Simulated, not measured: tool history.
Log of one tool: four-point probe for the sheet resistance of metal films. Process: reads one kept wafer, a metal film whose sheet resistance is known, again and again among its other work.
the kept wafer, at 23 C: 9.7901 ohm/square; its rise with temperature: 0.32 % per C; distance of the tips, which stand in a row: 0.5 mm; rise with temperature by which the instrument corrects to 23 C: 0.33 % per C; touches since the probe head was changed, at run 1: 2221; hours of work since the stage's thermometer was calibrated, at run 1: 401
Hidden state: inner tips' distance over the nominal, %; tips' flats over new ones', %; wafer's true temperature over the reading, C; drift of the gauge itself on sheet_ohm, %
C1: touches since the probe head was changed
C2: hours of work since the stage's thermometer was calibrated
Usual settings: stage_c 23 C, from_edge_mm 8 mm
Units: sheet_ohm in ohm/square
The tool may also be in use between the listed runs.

Run 1, hour 0: usual settings; C1 2221; C2 401. Result: sheet_ohm 9.811215 ohm/square.
Run 2, hour 18.7: usual settings; C1 2652; C2 413. Result: sheet_ohm 9.809095 ohm/square.
Run 3, hour 39.8: usual settings but stage_c 26 C; C1 3136; C2 427. Result: sheet_ohm 9.805757 ohm/square.
Run 4, hour 62.6: usual settings but stage_c 26 C, from_edge_mm 65 mm; C1 3660; C2 443. Result: sheet_ohm 9.78513 ohm/square.
Run 5, hour 80.4: usual settings but stage_c 26 C, from_edge_mm 65 mm; C1 4069; C2 455. Result: sheet_ohm 9.792042 ohm/square.
Run 6, hour 96.7: usual settings but stage_c 26 C, from_edge_mm 65 mm; C1 4444; C2 466. Result: sheet_ohm 9.785207 ohm/square.
Run 7, hour 118.5: usual settings but stage_c 26 C, from_edge_mm 65 mm; C1 4945; C2 480. Result: sheet_ohm 9.788656 ohm/square.
Run 8, hour 132.2: usual settings; C1 5260; C2 489. Result: sheet_ohm 9.808139 ohm/square.
Run 9, hour 155.6: usual settings but stage_c 31 C; C1 5798; C2 505. Result: sheet_ohm 9.808091 ohm/square.
Run 10, hour 180.2: usual settings but stage_c 31 C; C1 6365; C2 521. Result: sheet_ohm 9.800724 ohm/square.
Run 11, hour 199.7: usual settings but stage_c 31 C; C1 6813; C2 534. Result: sheet_ohm 9.803905 ohm/square.
Run 12, hour 212.1: usual settings but stage_c 20 C; C1 7097; C2 543. Result: sheet_ohm 9.815792 ohm/square.
Run 13, hour 231.5: usual settings but stage_c 20 C; C1 7542; C2 556. Result: sheet_ohm 9.814938 ohm/square.
Run 14, hour 246.9: usual settings but from_edge_mm 56 mm; C1 7898; C2 566. Result: sheet_ohm 9.787496 ohm/square.
Run 15, hour 270.1: usual settings but from_edge_mm 4 mm; C1 8430; C2 582. Result: sheet_ohm 9.872326 ohm/square.
Run 16, hour 288.1: usual settings but stage_c 19 C; C1 8845; C2 594. Result: sheet_ohm 9.819246 ohm/square.
Run 17, hour 310.1: usual settings but from_edge_mm 7 mm; C1 9349; C2 608. Result: sheet_ohm 9.819116 ohm/square.
Run 18, hour 328.3: usual settings but from_edge_mm 7 mm; C1 9770; C2 621. Result: sheet_ohm 9.819636 ohm/square.
Run 19, hour 345.1: usual settings but from_edge_mm 64 mm; C1 10154; C2 632. Result: sheet_ohm 9.791929 ohm/square.
Run 20, hour 359.6: usual settings; C1 10488; C2 641. Result: sheet_ohm 9.810444 ohm/square.
Run 21, hour 380.1: usual settings; C1 10959; C2 655. Result: sheet_ohm 9.808871 ohm/square.
Run 22, hour 403.9: usual settings but stage_c 31 C, from_edge_mm 9 mm; C1 11505; C2 671. Result: sheet_ohm 9.80144 ohm/square.
Run 23, hour 424.7: usual settings but stage_c 31 C, from_edge_mm 9 mm; C1 11985; C2 685. Result: sheet_ohm 9.798868 ohm/square.
Run 24, hour 443.1: usual settings but stage_c 21 C; C1 12408; C2 697. Result: sheet_ohm 9.813966 ohm/square.
Run 25, hour 460.9: usual settings but stage_c 19 C; C1 12817; C2 709. Result: sheet_ohm 9.81432 ohm/square.
Run 26, hour 475.3: usual settings but stage_c 19 C, from_edge_mm 46 mm; C1 13147; C2 719. Result: sheet_ohm 9.793731 ohm/square.
Run 27, hour 490.9: usual settings but stage_c 19 C, from_edge_mm 6 mm; C1 13507; C2 729. Result: sheet_ohm 9.830728 ohm/square.
Run 28, hour 502.7: usual settings but stage_c 26 C, from_edge_mm 36 mm; C1 13778; C2 737. Result: sheet_ohm 9.787786 ohm/square.
Run 29, hour 515.4: usual settings but stage_c 26 C, from_edge_mm 36 mm; C1 14070; C2 746. Result: sheet_ohm 9.786899 ohm/square.
Run 30, hour 540: usual settings but stage_c 26 C, from_edge_mm 36 mm; C1 14635; C2 762. Result: sheet_ohm 9.789243 ohm/square.
Run 31, hour 559.3: usual settings but stage_c 26 C, from_edge_mm 36 mm; C1 15079; C2 775. Result: sheet_ohm 9.786784 ohm/square.
Run 32, hour 579.1: usual settings but stage_c 33 C, from_edge_mm 10 mm; C1 15533; C2 788. Result: sheet_ohm 9.794505 ohm/square.
Run 33, hour 596.4: usual settings but stage_c 33 C, from_edge_mm 10 mm; C1 15931; C2 800. Result: sheet_ohm 9.793342 ohm/square.
Run 34, hour 607.9: usual settings but stage_c 33 C, from_edge_mm 5 mm; C1 16196; C2 808. Result: sheet_ohm 9.832852 ohm/square.
Run 35, hour 632.1: usual settings but stage_c 29 C, from_edge_mm 5 mm; C1 16753; C2 824. Result: sheet_ohm 9.839175 ohm/square.
Run 36, hour 650.4: usual settings but stage_c 30 C, from_edge_mm 54 mm; C1 17172; C2 836. Result: sheet_ohm 9.787942 ohm/square.
Run 37, hour 663.7: usual settings but from_edge_mm 4 mm; C1 17479; C2 845. Result: sheet_ohm 9.870477 ohm/square.
Run 38, hour 687.5: usual settings but stage_c 18 C, from_edge_mm 6 mm; C1 18027; C2 861. Result: sheet_ohm 9.830398 ohm/square.
Run 39, hour 709: usual settings but stage_c 32 C, from_edge_mm 6 mm; C1 18521; C2 875. Result: sheet_ohm 9.818161 ohm/square.
Run 40, hour 724.3: usual settings but stage_c 26 C, from_edge_mm 27 mm; C1 18872; C2 886. Result: sheet_ohm 9.787761 ohm/square.
Run 41, hour 741.4: usual settings but stage_c 26 C, from_edge_mm 27 mm; C1 19264; C2 897. Result: sheet_ohm 9.792332 ohm/square.

3 ways to go on from here, each from the tool as it stands after run 41. What would each give?
Run A, hour 760.8: usual settings but stage_c 25 C, from_edge_mm 67 mm; C1 19711; C2 910. Result: sheet_ohm ?.
Run B, hour 760.8: usual settings but stage_c 29 C; C1 19711; C2 910. Result: sheet_ohm ?.
Run C, hour 760.8: usual settings but stage_c 20 C; C1 19711; C2 910. Result: sheet_ohm ?.

run  sheet_ohm
  A   9.789039
  B   9.804704
  C   9.815117
Without the tool's hidden state the same runs would have given:
run  sheet_ohm
  A   9.788631
  B   9.804296
  C   9.814707
